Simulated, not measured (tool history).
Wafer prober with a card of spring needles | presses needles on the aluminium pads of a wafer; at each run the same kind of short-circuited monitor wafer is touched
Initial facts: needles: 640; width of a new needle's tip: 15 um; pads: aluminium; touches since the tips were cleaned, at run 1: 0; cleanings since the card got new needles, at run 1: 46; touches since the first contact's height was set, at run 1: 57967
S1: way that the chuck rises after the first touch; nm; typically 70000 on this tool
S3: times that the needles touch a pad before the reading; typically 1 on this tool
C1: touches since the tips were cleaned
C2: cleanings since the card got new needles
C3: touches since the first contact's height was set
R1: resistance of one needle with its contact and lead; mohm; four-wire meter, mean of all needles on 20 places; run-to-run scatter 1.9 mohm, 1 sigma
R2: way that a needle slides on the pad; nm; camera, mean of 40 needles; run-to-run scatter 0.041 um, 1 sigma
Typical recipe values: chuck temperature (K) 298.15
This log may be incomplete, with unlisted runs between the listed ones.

Run 1, day 0: usual settings; C1 0; C2 46; C3 57967. Result: R1 201 mohm, R2 16400 nm.
At day 1.233: tips cleaned on abrasive film.
Run 2, day 1.792: usual settings; C1 3845; C2 47; C3 70303. Result: R1 253 mohm, R2 16470 nm.
At day 2.488: tips cleaned on abrasive film.
At day 3.75: tips cleaned on abrasive film.
Run 3, day 3.979: usual settings but S1 53000 nm; C1 1599; C2 49; C3 85370. Result: R1 273 mohm, R2 12330 nm.
At day 4.912: tips cleaned on abrasive film.
Run 4, day 5.458: usual settings; C1 3771; C2 50; C3 95548. Result: R1 263 mohm, R2 16420 nm.
At day 6.138: tips cleaned on abrasive film.
Run 5, day 7.179: usual settings but S1 51000 nm; C1 7194; C2 51; C3 107395. Result: R1 332 mohm, R2 11870 nm.
At day 7.375: tips cleaned on abrasive film.
Run 6, day 8.421: usual settings but S1 51000 nm; C1 7229; C2 52; C3 115964. Result: R1 337 mohm, R2 11740 nm.
At day 8.608: tips cleaned on abrasive film.
Run 7, day 9.508: usual settings but chuck temperature (K) 309.15; C1 6207; C2 53; C3 123435. Result: R1 266 mohm, R2 16260 nm.
At day 9.829: tips cleaned on abrasive film.
At day 11.071: tips cleaned on abrasive film.
Run 8, day 11.688: usual settings but chuck temperature (K) 309.15; C1 4268; C2 55; C3 138443. Result: R1 264 mohm, R2 16240 nm.
At day 12.342: tips cleaned on abrasive film.
Run 9, day 12.708: usual settings but chuck temperature (K) 389.15; C1 2510; C2 56; C3 145440. Result: R1 268 mohm, R2 16170 nm.
At day 13.575: tips cleaned on abrasive film.
Run 10, day 14.125: usual settings but chuck temperature (K) 389.15; C1 3801; C2 57; C3 155220. Result: R1 276 mohm, R2 16150 nm.
At day 14.838: tips cleaned on abrasive film.
At day 16.079: tips cleaned on abrasive film.
Run 11, day 16.396: usual settings but chuck temperature (K) 389.15; C1 2189; C2 59; C3 170837. Result: R1 262 mohm, R2 16240 nm.
At day 17.379: tips cleaned on abrasive film.
Run 12, day 18.508: usual settings; C1 7778; C2 60; C3 185388. Result: R1 272 mohm, R2 16140 nm.
At day 18.604: tips cleaned on abrasive film.
Run 13, day 19.604: usual settings; C1 6925; C2 61; C3 192949. Result: R1 268 mohm, R2 16130 nm.
At day 19.771: tips cleaned on abrasive film.
At day 19.783: height of the first contact set anew.
At day 20.958: tips cleaned on abrasive film.
Run 14, day 20.958: usual settings; C1 0; C2 63; C3 8076. Result: R1 210 mohm, R2 16460 nm.
At day 22.133: tips cleaned on abrasive film.
Run 15, day 22.133: usual settings; C1 0; C2 64; C3 16162. Result: R1 200 mohm, R2 16490 nm.
At day 23.433: tips cleaned on abrasive film.
Run 16, day 24.308: usual settings; C1 6049; C2 65; C3 31165. Result: R1 270 mohm, R2 16430 nm.
At day 24.621: tips cleaned on abrasive film.
At day 25.929: tips cleaned on abrasive film.
Run 17, day 26.233: usual settings but S1 60000 nm, chuck temperature (K) 321.15; C1 2085; C2 67; C3 44393. Result: R1 262 mohm, R2 14040 nm.
At day 27.238: tips cleaned on abrasive film.
Run 18, day 27.679: usual settings but S1 60000 nm, chuck temperature (K) 362.15, S3 3; C1 3051; C2 68; C3 54355. Result: R1 242 mohm, R2 14010 nm.
At day 28.429: tips cleaned on abrasive film.
Run 19, day 29.225: usual settings but S1 60000 nm, chuck temperature (K) 362.15, S3 3; C1 5482; C2 69; C3 64998. Result: R1 250 mohm, R2 14090 nm.
At day 29.675: tips cleaned on abrasive film.
At day 30.838: tips cleaned on abrasive film.
Run 20, day 30.838: usual settings but S1 58000 nm, chuck temperature (K) 312.15, S3 2; C1 0; C2 71; C3 76098. Result: R1 213 mohm, R2 13520 nm.
Run 21, day 31.933: usual settings but chuck temperature (K) 360.15, S3 3; C1 7562; C2 71; C3 83660. Result: R1 235 mohm, R2 16260 nm.
At day 32.062: tips cleaned on abrasive film.
At day 33.233: tips cleaned on abrasive film.
Run 22, day 33.508: usual settings but chuck temperature (K) 360.15, S3 3; C1 1898; C2 73; C3 94467. Result: R1 227 mohm, R2 16360 nm.
At day 34.454: tips cleaned on abrasive film.
Run 23, day 34.454: usual settings but S1 54000 nm, chuck temperature (K) 371.15; C1 0; C2 74; C3 100973. Result: R1 234 mohm, R2 12530 nm.
Run 24, day 35.538: usual settings but chuck temperature (K) 338.15; C1 7477; C2 74; C3 108450. Result: R1 273 mohm, R2 16350 nm.
At day 35.721: tips cleaned on abrasive film.
Run 25, day 36.738: usual settings but S3 3; C1 7023; C2 75; C3 116731. Result: R1 224 mohm, R2 16220 nm.
At day 36.892: tips cleaned on abrasive film.
Run 26, day 37.788: usual settings but S1 78000 nm, chuck temperature (K) 369.15; C1 6170; C2 76; C3 123938. Result: R1 260 mohm, R2 18190 nm.
At day 38.117: tips cleaned on abrasive film.
At day 39.404: tips cleaned on abrasive film.
Run 27, day 40.038: usual settings but S1 78000 nm, chuck temperature (K) 369.15; C1 4365; C2 78; C3 139423. Result: R1 264 mohm, R2 18220 nm.
At day 40.638: tips cleaned on abrasive film.
At day 41.925: tips cleaned on abrasive film.
Run 28, day 41.938: usual settings but S1 77000 nm, chuck temperature (K) 314.15, S3 3; C1 88; C2 80; C3 152491. Result: R1 203 mohm, R2 17850 nm.
At day 43.117: tips cleaned on abrasive film.
Run 29, day 43.117: usual settings but chuck temperature (K) 322.15; C1 0; C2 81; C3 160602. Result: R1 213 mohm, R2 16200 nm.
At day 44.354: tips cleaned on abrasive film.
Run 30, day 44.75: usual settings but S1 74000 nm, chuck temperature (K) 330.15; C1 2736; C2 82; C3 171868. Result: R1 251 mohm, R2 17150 nm.
At day 45.638: tips cleaned on abrasive film.
Run 31, day 46.358: usual settings but chuck temperature (K) 308.15, S3 2; C1 4975; C2 83; C3 182937. Result: R1 242 mohm, R2 16230 nm.

Predict each of these 5 candidate next runs independently; none follows another, all start after run 31:
At day 46.892: tips cleaned on abrasive film.
Run A, day 47.467: usual settings but S1 58000 nm, chuck temperature (K) 308.15, S3 2; C1 3992; C2 84; C3 190571. Result: R1 ?, R2 ?.
At day 46.892: tips cleaned on abrasive film.
Run B, day 47.467: usual settings but chuck temperature (K) 308.15, S3 2; C1 3992; C2 84; C3 190571. Result: R1 ?, R2 ?.
At day 46.892: tips cleaned on abrasive film.
Run C, day 47.467: usual settings but chuck temperature (K) 320.15, S3 2; C1 3992; C2 84; C3 190571. Result: R1 ?, R2 ?.
At day 46.892: tips cleaned on abrasive film.
Run D, day 47.467: usual settings but chuck temperature (K) 308.15; C1 3992; C2 84; C3 190571. Result: R1 ?, R2 ?.
At day 46.892: tips cleaned on abrasive film.
Run E, day 47.467: usual settings but chuck temperature (K) 306.15; C1 3992; C2 84; C3 190571. Result: R1 ?, R2 ?.

run   R1     R2
  A  266  13260
  B  241  16160
  C  242  16190
  D  269  16120
  E  268  16140
Without the tool's unlogged condition, the same runs would have read:
run   R1     R2
  A  202  13570
  B  196  16480
  C  199  16500
  D  197  16430
  E  196  16450

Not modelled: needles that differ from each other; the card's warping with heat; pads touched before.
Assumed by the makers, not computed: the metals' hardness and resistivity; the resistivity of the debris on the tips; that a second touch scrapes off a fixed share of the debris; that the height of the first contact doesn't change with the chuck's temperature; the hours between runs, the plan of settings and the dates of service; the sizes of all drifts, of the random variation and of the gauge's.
